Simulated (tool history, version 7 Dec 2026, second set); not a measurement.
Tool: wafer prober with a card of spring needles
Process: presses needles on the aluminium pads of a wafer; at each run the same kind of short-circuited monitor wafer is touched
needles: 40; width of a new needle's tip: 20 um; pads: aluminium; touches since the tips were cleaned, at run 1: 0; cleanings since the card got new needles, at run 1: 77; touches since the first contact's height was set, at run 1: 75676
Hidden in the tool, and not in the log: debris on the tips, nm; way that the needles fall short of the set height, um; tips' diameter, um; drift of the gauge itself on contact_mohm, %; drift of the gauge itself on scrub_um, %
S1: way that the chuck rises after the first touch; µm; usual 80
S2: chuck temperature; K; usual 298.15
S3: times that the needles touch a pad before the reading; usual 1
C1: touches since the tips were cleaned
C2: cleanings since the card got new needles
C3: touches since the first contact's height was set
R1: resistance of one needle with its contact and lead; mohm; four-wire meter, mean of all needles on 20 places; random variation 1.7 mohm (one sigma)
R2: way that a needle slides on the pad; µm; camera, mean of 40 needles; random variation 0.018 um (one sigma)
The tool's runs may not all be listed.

run 1 hour=0.0 | S1=80 S2=298.15 S3=1 | C1=0 C2=77 C3=75676 | R1=190 R2=16.86
-- hour=25.7 tips cleaned on abrasive film
run 2 hour=35.7 | S1=80 S2=298.15 S3=1 | C1=3630 C2=78 C3=88575 | R1=246 R2=16.86
-- hour=52.3 tips cleaned on abrasive film
run 3 hour=75.2 | S1=80 S2=298.15 S3=1 | C1=8302 C2=79 C3=102873 | R1=283 R2=16.84
-- hour=80.1 tips cleaned on abrasive film
-- hour=106.6 tips cleaned on abrasive film
run 4 hour=123.4 | S1=70 S2=298.15 S3=1 | C1=6056 C2=81 C3=120248 | R1=301 R2=14.67
-- hour=132.5 tips cleaned on abrasive film
-- hour=157.0 tips cleaned on abrasive film
run 5 hour=161.7 | S1=80 S2=298.15 S3=2 | C1=1716 C2=83 C3=134081 | R1=208 R2=16.77
-- hour=182.6 tips cleaned on abrasive film
run 6 hour=203.3 | S1=80 S2=298.15 S3=1 | C1=7501 C2=84 C3=149117 | R1=282 R2=16.74
-- hour=207.9 tips cleaned on abrasive film
-- hour=234.7 tips cleaned on abrasive film
-- hour=262.9 tips cleaned on abrasive film
run 7 hour=262.9 | S1=80 S2=298.15 S3=3 | C1=0 C2=87 C3=170637 | R1=183 R2=16.74
-- hour=290.4 tips cleaned on abrasive film
-- hour=320.2 tips cleaned on abrasive film
run 8 hour=335.3 | S1=80 S2=298.15 S3=3 | C1=5486 C2=89 C3=196791 | R1=214 R2=16.71
-- hour=344.5 tips cleaned on abrasive film
-- hour=370.1 tips cleaned on abrasive film
-- hour=376.4 height of the first contact set anew
run 9 hour=388.4 | S1=80 S2=298.15 S3=1 | C1=6522 C2=91 C3=4358 | R1=276 R2=16.96
-- hour=399.2 tips cleaned on abrasive film
-- hour=428.4 tips cleaned on abrasive film
run 10 hour=436.8 | S1=80 S2=300.15 S3=1 | C1=3039 C2=93 C3=21813 | R1=240 R2=16.97
-- hour=452.9 tips cleaned on abrasive film
run 11 hour=468.7 | S1=80 S2=298.15 S3=2 | C1=5753 C2=94 C3=33366 | R1=238 R2=16.95
-- hour=479.4 tips cleaned on abrasive film
-- hour=506.7 tips cleaned on abrasive film
run 12 hour=529.4 | S1=80 S2=298.15 S3=1 | C1=8210 C2=96 C3=55272 | R1=283 R2=16.91
-- hour=533.3 tips cleaned on abrasive film
-- hour=560.3 tips cleaned on abrasive film
-- hour=585.5 tips cleaned on abrasive film
run 13 hour=587.5 | S1=80 S2=298.15 S3=2 | C1=714 C2=99 C3=76235 | R1=195 R2=16.89
-- hour=612.4 tips cleaned on abrasive film
-- hour=639.6 tips cleaned on abrasive film
run 14 hour=654.6 | S1=80 S2=298.15 S3=2 | C1=5424 C2=101 C3=100491 | R1=234 R2=16.88
-- hour=664.1 tips cleaned on abrasive film
-- hour=689.2 tips cleaned on abrasive film
-- hour=717.0 tips cleaned on abrasive film
run 15 hour=726.0 | S1=80 S2=308.15 S3=1 | C1=3291 C2=104 C3=126288 | R1=260 R2=16.82
-- hour=743.3 tips cleaned on abrasive film
-- hour=768.5 tips cleaned on abrasive film
run 16 hour=787.6 | S1=82 S2=308.15 S3=1 | C1=6947 C2=106 C3=148539 | R1=275 R2=17.22
-- hour=792.5 tips cleaned on abrasive film
-- hour=819.2 tips cleaned on abrasive film
run 17 hour=830.6 | S1=82 S2=308.15 S3=1 | C1=4116 C2=108 C3=164042 | R1=260 R2=17.19
-- hour=846.1 tips cleaned on abrasive film
-- hour=875.9 tips cleaned on abrasive film
run 18 hour=885.8 | S1=82 S2=308.15 S3=1 | C1=3585 C2=110 C3=183986 | R1=258 R2=17.17
-- hour=904.1 tips cleaned on abrasive film
-- hour=931.6 tips cleaned on abrasive film
run 19 hour=932.9 | S1=82 S2=308.15 S3=1 | C1=466 C2=112 C3=200993 | R1=207 R2=17.15
-- hour=956.5 tips cleaned on abrasive film
-- hour=960.1 height of the first contact set anew
-- hour=983.0 tips cleaned on abrasive film
run 20 hour=1003.2 | S1=91 S2=366.15 S3=2 | C1=7318 C2=114 C3=15570 | R1=238 R2=19.27
-- hour=1007.4 tips cleaned on abrasive film
-- hour=1035.0 tips cleaned on abrasive film
run 21 hour=1049.0 | S1=65 S2=348.15 S3=1 | C1=5091 C2=116 C3=32130 | R1=312 R2=13.77

Forecast run 22:
-- hour=1064.0 tips cleaned on abrasive film
-- hour=1090.4 tips cleaned on abrasive film
run 22 hour=1103.8 | S1=98 S2=299.15 S3=2 | C1=4847 C2=118 C3=51910 | R1=? R2=?

{"run 22": {"R1": 213, "R2": 20.74}}
Without the tool's hidden state the same run would have given R1 175 mohm, R2 20.81 µm.
